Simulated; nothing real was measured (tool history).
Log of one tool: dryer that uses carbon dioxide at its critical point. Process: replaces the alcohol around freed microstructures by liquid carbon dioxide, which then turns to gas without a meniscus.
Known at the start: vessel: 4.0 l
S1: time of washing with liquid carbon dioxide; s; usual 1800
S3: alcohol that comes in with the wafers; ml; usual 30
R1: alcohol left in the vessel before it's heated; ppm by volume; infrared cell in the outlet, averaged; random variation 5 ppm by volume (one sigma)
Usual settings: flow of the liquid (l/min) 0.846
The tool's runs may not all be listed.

{"run": 1, "day": 0.0, "S1": 1800, "flow of the liquid (l/min)": 0.846, "S3": 30, "R1": 91}
{"run": 2, "day": 0.688, "S1": 2160, "flow of the liquid (l/min)": 0.846, "S3": 30, "R1": 82}
{"run": 3, "day": 1.225, "S1": 2160, "flow of the liquid (l/min)": 0.846, "S3": 30, "R1": 83}
{"run": 4, "day": 1.675, "S1": 2160, "flow of the liquid (l/min)": 0.846, "S3": 30, "R1": 84}
{"run": 5, "day": 2.246, "S1": 2160, "flow of the liquid (l/min)": 0.846, "S3": 30, "R1": 80}
{"run": 6, "day": 2.9, "S1": 2160, "flow of the liquid (l/min)": 0.846, "S3": 30, "R1": 82}
{"run": 7, "day": 3.479, "S1": 2160, "flow of the liquid (l/min)": 0.846, "S3": 30, "R1": 87}
{"run": 8, "day": 4.242, "S1": 2160, "flow of the liquid (l/min)": 0.846, "S3": 30, "R1": 82}
{"run": 9, "day": 4.721, "S1": 2160, "flow of the liquid (l/min)": 0.846, "S3": 30, "R1": 91}
{"run": 10, "day": 5.467, "S1": 1800, "flow of the liquid (l/min)": 0.846, "S3": 30, "R1": 112}
{"run": 11, "day": 5.892, "S1": 1800, "flow of the liquid (l/min)": 0.846, "S3": 30, "R1": 107}
{"run": 12, "day": 6.529, "S1": 1800, "flow of the liquid (l/min)": 0.846, "S3": 30, "R1": 110}
{"run": 13, "day": 7.275, "S1": 1800, "flow of the liquid (l/min)": 0.846, "S3": 30, "R1": 128}
{"run": 14, "day": 8.183, "S1": 1800, "flow of the liquid (l/min)": 0.846, "S3": 30, "R1": 127}
{"run": 15, "day": 9.088, "S1": 1800, "flow of the liquid (l/min)": 0.846, "S3": 30, "R1": 121}
{"run": 16, "day": 9.783, "S1": 1800, "flow of the liquid (l/min)": 0.846, "S3": 30, "R1": 135}
{"run": 17, "day": 10.317, "S1": 1800, "flow of the liquid (l/min)": 0.846, "S3": 30, "R1": 125}
{"run": 18, "day": 10.962, "S1": 1800, "flow of the liquid (l/min)": 0.846, "S3": 30, "R1": 139}
{"run": 19, "day": 11.629, "S1": 1800, "flow of the liquid (l/min)": 0.846, "S3": 30, "R1": 143}
{"run": 20, "day": 12.125, "S1": 1800, "flow of the liquid (l/min)": 0.846, "S3": 30, "R1": 141}
{"run": 21, "day": 12.525, "S1": 1800, "flow of the liquid (l/min)": 0.846, "S3": 30, "R1": 151}
{"run": 22, "day": 13.154, "S1": 1800, "flow of the liquid (l/min)": 0.846, "S3": 79, "R1": 182}
{"run": 23, "day": 14.071, "S1": 1800, "flow of the liquid (l/min)": 0.846, "S3": 30, "R1": 130}
{"run": 24, "day": 14.546, "S1": 2700, "flow of the liquid (l/min)": 0.846, "S3": 30, "R1": 119}
{"run": 25, "day": 15.258, "S1": 2280, "flow of the liquid (l/min)": 0.846, "S3": 24, "R1": 125}
{"run": 26, "day": 15.954, "S1": 2280, "flow of the liquid (l/min)": 0.846, "S3": 24, "R1": 128}
{"run": 27, "day": 16.746, "S1": 2700, "flow of the liquid (l/min)": 1.082, "S3": 24, "R1": 128}
{"run": 28, "day": 17.125, "S1": 1140, "flow of the liquid (l/min)": 0.987, "S3": 79, "R1": 449}
{"run": 29, "day": 17.712, "S1": 2580, "flow of the liquid (l/min)": 0.601, "S3": 40, "R1": 170}
{"run": 30, "day": 18.483, "S1": 2580, "flow of the liquid (l/min)": 0.601, "S3": 40, "R1": 163}
{"run": 31, "day": 19.333, "S1": 2580, "flow of the liquid (l/min)": 0.601, "S3": 40, "R1": 166}
{"run": 32, "day": 19.775, "S1": 2580, "flow of the liquid (l/min)": 0.601, "S3": 40, "R1": 167}
{"run": 33, "day": 20.354, "S1": 2580, "flow of the liquid (l/min)": 0.601, "S3": 40, "R1": 186}
{"run": 34, "day": 20.825, "S1": 2580, "flow of the liquid (l/min)": 0.814, "S3": 38, "R1": 137}
{"run": 35, "day": 21.304, "S1": 2640, "flow of the liquid (l/min)": 0.604, "S3": 30, "R1": 173}
{"run": 36, "day": 21.804, "S1": 2040, "flow of the liquid (l/min)": 0.719, "S3": 75, "R1": 235}
{"run": 37, "day": 22.538, "S1": 1980, "flow of the liquid (l/min)": 0.758, "S3": 51, "R1": 208}
{"run": 38, "day": 23.262, "S1": 1980, "flow of the liquid (l/min)": 0.758, "S3": 51, "R1": 204}
{"run": 39, "day": 23.846, "S1": 1980, "flow of the liquid (l/min)": 0.758, "S3": 51, "R1": 199}
{"run": 40, "day": 24.558, "S1": 1740, "flow of the liquid (l/min)": 0.846, "S3": 42, "R1": 202}
{"run": 41, "day": 25.046, "S1": 1260, "flow of the liquid (l/min)": 0.846, "S3": 42, "R1": 350}
{"run": 42, "day": 25.592, "S1": 1800, "flow of the liquid (l/min)": 1.067, "S3": 28, "R1": 150}
{"run": 43, "day": 26.2, "S1": 1800, "flow of the liquid (l/min)": 1.067, "S3": 28, "R1": 156}
{"run": 44, "day": 26.767, "S1": 2700, "flow of the liquid (l/min)": 1.295, "S3": 41, "R1": 148}
{"run": 45, "day": 27.629, "S1": 1500, "flow of the liquid (l/min)": 0.595, "S3": 60, "R1": 735}
{"run": 46, "day": 28.079, "S1": 1740, "flow of the liquid (l/min)": 0.601, "S3": 35, "R1": 352}
{"run": 47, "day": 28.512, "S1": 1800, "flow of the liquid (l/min)": 0.998, "S3": 51, "R1": 183}
{"run": 48, "day": 29.088, "S1": 1800, "flow of the liquid (l/min)": 0.608, "S3": 43, "R1": 375}

Taken out of this log: 3 entries between the listed runs. Where each belongs, and how the hidden state differs across it:
Between runs 4 and 5: inlet filter changed (day 2.212)
  flow that reaches the vessel past the clogged filter, %: 93.4 -> 99.3; alcohol in the recycled carbon dioxide, ppm: 70.3 -> 72.1
  measured less the result without the state, R1: +70 -> +67 ppm by volume
Between runs 21 and 22: inlet filter changed (day 12.871)
  flow that reaches the vessel past the clogged filter, %: 92.9 -> 99.5; alcohol in the recycled carbon dioxide, ppm: 106.3 -> 108.1
  measured less the result without the state, R1: +114 -> +102 ppm by volume
Between runs 38 and 39: inlet filter changed (day 23.538)
  flow that reaches the vessel past the clogged filter, %: 93.2 -> 99.3; alcohol in the recycled carbon dioxide, ppm: 142.2 -> 144
  measured less the result without the state, R1: +157 -> +146 ppm by volume
